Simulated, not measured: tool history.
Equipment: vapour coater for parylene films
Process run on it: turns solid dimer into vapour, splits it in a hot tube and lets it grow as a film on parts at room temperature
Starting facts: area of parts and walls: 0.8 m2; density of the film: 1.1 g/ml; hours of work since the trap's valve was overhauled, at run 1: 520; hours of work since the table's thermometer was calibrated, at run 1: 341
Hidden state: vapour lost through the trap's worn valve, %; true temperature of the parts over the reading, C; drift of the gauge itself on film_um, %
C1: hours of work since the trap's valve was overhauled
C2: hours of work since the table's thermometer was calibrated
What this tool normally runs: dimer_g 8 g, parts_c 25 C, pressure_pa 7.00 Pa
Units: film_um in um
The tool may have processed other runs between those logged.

run 1 hour=0.0 | dimer_g=8 parts_c=25 pressure_pa=7.00 | C1=520 C2=341 | film_um=4.23
-- hour=14.1 trap's valve overhauled
run 2 hour=39.6 | dimer_g=8 parts_c=25 pressure_pa=5.40 | C1=11 C2=355 | film_um=4.30
run 3 hour=58.3 | dimer_g=8 parts_c=25 pressure_pa=5.40 | C1=19 C2=363 | film_um=4.25
run 4 hour=90.6 | dimer_g=8 parts_c=25 pressure_pa=5.40 | C1=32 C2=377 | film_um=4.23
run 5 hour=112.3 | dimer_g=8 parts_c=25 pressure_pa=5.40 | C1=41 C2=386 | film_um=4.20
run 6 hour=136.8 | dimer_g=6 parts_c=25 pressure_pa=7.00 | C1=52 C2=396 | film_um=3.02
run 7 hour=165.8 | dimer_g=8 parts_c=25 pressure_pa=7.00 | C1=64 C2=408 | film_um=4.07
run 8 hour=203.5 | dimer_g=8 parts_c=25 pressure_pa=7.00 | C1=80 C2=424 | film_um=4.06
-- hour=240.6 trap's valve overhauled, once more
run 9 hour=246.4 | dimer_g=8 parts_c=25 pressure_pa=7.00 | C1=2 C2=441 | film_um=4.55
run 10 hour=265.0 | dimer_g=8 parts_c=25 pressure_pa=7.00 | C1=10 C2=448 | film_um=4.55
run 11 hour=302.0 | dimer_g=8 parts_c=25 pressure_pa=7.00 | C1=26 C2=464 | film_um=4.55
run 12 hour=321.9 | dimer_g=8 parts_c=25 pressure_pa=7.00 | C1=34 C2=472 | film_um=4.52
run 13 hour=358.5 | dimer_g=8 parts_c=25 pressure_pa=7.00 | C1=49 C2=488 | film_um=4.57
run 14 hour=379.1 | dimer_g=3 parts_c=25 pressure_pa=7.00 | C1=58 C2=496 | film_um=1.71
run 15 hour=416.5 | dimer_g=3 parts_c=25 pressure_pa=7.00 | C1=74 C2=512 | film_um=1.68
run 16 hour=446.5 | dimer_g=8 parts_c=37 pressure_pa=7.00 | C1=86 C2=525 | film_um=2.86
run 17 hour=468.1 | dimer_g=8 parts_c=17 pressure_pa=7.00 | C1=96 C2=534 | film_um=6.08
run 18 hour=507.4 | dimer_g=8 parts_c=25 pressure_pa=7.00 | C1=112 C2=550 | film_um=4.44
run 19 hour=541.7 | dimer_g=13 parts_c=25 pressure_pa=7.00 | C1=126 C2=565 | film_um=7.30
run 20 hour=581.2 | dimer_g=13 parts_c=25 pressure_pa=7.00 | C1=143 C2=581 | film_um=7.22
run 21 hour=610.8 | dimer_g=13 parts_c=25 pressure_pa=7.00 | C1=155 C2=594 | film_um=7.18
run 22 hour=640.6 | dimer_g=8 parts_c=25 pressure_pa=2.30 | C1=168 C2=606 | film_um=5.25
run 23 hour=679.2 | dimer_g=8 parts_c=25 pressure_pa=2.30 | C1=184 C2=622 | film_um=5.32
run 24 hour=703.9 | dimer_g=8 parts_c=25 pressure_pa=2.55 | C1=194 C2=633 | film_um=5.21
run 25 hour=739.9 | dimer_g=8 parts_c=25 pressure_pa=2.55 | C1=210 C2=648 | film_um=5.27
run 26 hour=760.0 | dimer_g=8 parts_c=25 pressure_pa=2.55 | C1=218 C2=656 | film_um=5.20
run 27 hour=794.4 | dimer_g=6 parts_c=21 pressure_pa=3.27 | C1=232 C2=671 | film_um=4.32
run 28 hour=812.9 | dimer_g=11 parts_c=21 pressure_pa=9.88 | C1=240 C2=678 | film_um=6.60
run 29 hour=849.9 | dimer_g=8 parts_c=28 pressure_pa=10.92 | C1=256 C2=694 | film_um=3.66
run 30 hour=866.9 | dimer_g=7 parts_c=26 pressure_pa=2.60 | C1=263 C2=701 | film_um=4.30
run 31 hour=891.0 | dimer_g=7 parts_c=23 pressure_pa=2.60 | C1=273 C2=711 | film_um=4.81
run 32 hour=915.4 | dimer_g=11 parts_c=23 pressure_pa=2.60 | C1=283 C2=721 | film_um=7.64
run 33 hour=932.6 | dimer_g=10 parts_c=18 pressure_pa=7.34 | C1=290 C2=729 | film_um=7.01
run 34 hour=961.0 | dimer_g=10 parts_c=18 pressure_pa=7.34 | C1=302 C2=741 | film_um=7.11
run 35 hour=981.6 | dimer_g=4 parts_c=20 pressure_pa=7.00 | C1=311 C2=749 | film_um=2.61
run 36 hour=1007.4 | dimer_g=8 parts_c=25 pressure_pa=2.60 | C1=322 C2=760 | film_um=5.12
run 37 hour=1039.0 | dimer_g=8 parts_c=25 pressure_pa=2.60 | C1=335 C2=773 | film_um=5.09
run 38 hour=1073.5 | dimer_g=8 parts_c=20 pressure_pa=2.21 | C1=350 C2=788 | film_um=6.32
run 39 hour=1104.3 | dimer_g=8 parts_c=34 pressure_pa=6.16 | C1=363 C2=801 | film_um=3.14
run 40 hour=1121.0 | dimer_g=5 parts_c=34 pressure_pa=4.72 | C1=370 C2=808 | film_um=2.03
run 41 hour=1158.0 | dimer_g=5 parts_c=34 pressure_pa=4.72 | C1=385 C2=823 | film_um=2.07
run 42 hour=1197.7 | dimer_g=5 parts_c=34 pressure_pa=4.72 | C1=402 C2=840 | film_um=2.06
run 43 hour=1225.4 | dimer_g=5 parts_c=31 pressure_pa=4.56 | C1=413 C2=851 | film_um=2.27
run 44 hour=1257.5 | dimer_g=5 parts_c=31 pressure_pa=4.56 | C1=427 C2=865 | film_um=2.26
run 45 hour=1281.9 | dimer_g=6 parts_c=23 pressure_pa=9.44 | C1=437 C2=875 | film_um=3.27
run 46 hour=1320.8 | dimer_g=6 parts_c=23 pressure_pa=9.44 | C1=453 C2=892 | film_um=3.27
run 47 hour=1355.1 | dimer_g=5 parts_c=34 pressure_pa=7.00 | C1=468 C2=906 | film_um=1.86

Below, some changes in film_um between adjacent runs. For each, the amount present without the hidden state too (settings, incoming material, random variation) and the amount remaining for the hidden state with gauge scatter not shared by both compared results:
Run 8 -> 9: trap's valve overhauled, once more. film_um +0.49 um: hidden state +0.53, all else -0.04.
Run 16 -> 17: parts_c 37 -> 17. film_um +3.22 um: hidden state -0.08, all else +3.30.
Run 34 -> 35: dimer_g 10 -> 4, parts_c 18 -> 20, pressure_pa 7.34 -> 7.00. film_um -4.50 um: hidden state +0.27, all else -4.77.
Run 38 -> 39: parts_c 20 -> 34, pressure_pa 2.21 -> 6.16. film_um -3.18 um: hidden state +0.20, all else -3.38.

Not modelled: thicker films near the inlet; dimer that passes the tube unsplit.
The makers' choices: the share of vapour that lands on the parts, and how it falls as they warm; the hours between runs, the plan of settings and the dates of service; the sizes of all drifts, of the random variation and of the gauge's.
